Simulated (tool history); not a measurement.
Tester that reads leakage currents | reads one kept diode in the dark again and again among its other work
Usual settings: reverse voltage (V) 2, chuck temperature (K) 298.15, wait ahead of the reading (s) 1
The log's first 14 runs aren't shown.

| run | hour | reverse voltage (V) | chuck temperature (K) | wait ahead of the reading (s) | hours of work since the probe card was cleaned | hours of work since the tester was calibrated | hours of work since the chuck was calibrated | current that the tester gives (pA) |
|---|---|---|---|---|---|---|---|---|
| 15 | 343.9 | 2 | 300.15 | 1 | 740 | 293 | 120 | 53.52 |
| 16 | 363.3 | 7.03 | 300.15 | 1 | 750 | 303 | 129 | 106.63 |
| 17 | 381.6 | 7.03 | 303.15 | 1 | 758 | 311 | 138 | 135.62 |
| 18 | 401 | 2 | 294.15 | 1 | 768 | 321 | 147 | 32.62 |
| 19 | 437.2 | 2 | 294.15 | 1 | 785 | 338 | 165 | 32.41 |
| 20 | 456.6 | 2 | 294.15 | 1 | 794 | 347 | 174 | 32.59 |
| 21 | 488.9 | 2 | 296.15 | 0.86 | 810 | 363 | 189 | 38.55 |
| 22 | 506.5 | 2 | 296.15 | 0.86 | 818 | 371 | 198 | 38.39 |
| 23 | 531.4 | 2.49 | 327.15 | 4.74 | 830 | 383 | 210 | 491.73 |
| 24 | 555.2 | 2.49 | 327.15 | 4.74 | 841 | 394 | 221 | 491.32 |
| 25 | 572.5 | 2.49 | 327.15 | 4.74 | 850 | 403 | 229 | 492.39 |
| 26 | 607.7 | 1.62 | 297.15 | 2.76 | 867 | 419 | 246 | 36.85 |
| 27 | 642.6 | 1.62 | 297.15 | 2.76 | 883 | 436 | 263 | 37.13 |
| 28 | 660.5 | 1.36 | 298.15 | 1 | 892 | 445 | 271 | 36.9 |
| 29 | 693.4 | 1.07 | 322.15 | 0.31 | 908 | 460 | 287 | 219.07 |
| 30 | 722.6 | 1.07 | 322.15 | 0.31 | 922 | 474 | 301 | 220.39 |
| 31 | 750.1 | 2.28 | 331.15 | 0.35 | 935 | 487 | 314 | 630.36 |
| 32 | 785.4 | 9.25 | 298.15 | 1.85 | 952 | 504 | 331 | 106.55 |
| 33 | 806.5 | 15.85 | 298.15 | 1.85 | 962 | 514 | 341 | 144.07 |
| 34 | 841.3 | 15.85 | 298.15 | 1.85 | 978 | 531 | 358 | 146.75 |
| 35 | 865.8 | 1.49 | 326.15 | 1.64 | 990 | 543 | 369 | 350.73 |
| 36 | 882.2 | 1.49 | 326.15 | 1.64 | 998 | 551 | 377 | 348.81 |
| 37 | 908.1 | 1.49 | 326.15 | 1.64 | 1010 | 563 | 390 | 348.14 |
| 38 | 934.6 | 3.78 | 321.15 | 4.31 | 1023 | 576 | 402 | 395.58 |
| 39 | 955.1 | 10.86 | 304.15 | 4.31 | 1033 | 585 | 412 | 187.68 |

3 ways to go on from here, each from the tool as it stands after run 39. What would each give?
| A | 980.2 | 10.86 | 314.15 | 2.01 | 1045 | 597 | 424 | ? |
| B | 980.2 | 2.25 | 298.15 | 0.38 | 1045 | 597 | 424 | ? |
| C | 980.2 | 17.58 | 304.15 | 1.2 | 1045 | 597 | 424 | ? |

| run | current that the tester gives (pA) |
|---|---|
| A | 410.11 |
| B | 50.42 |
| C | 249.6 |
Without the tool's hidden state the same runs would have given:
| run | current that the tester gives (pA) |
|---|---|
| A | 398.6 |
| B | 48.17 |
| C | 232.82 |
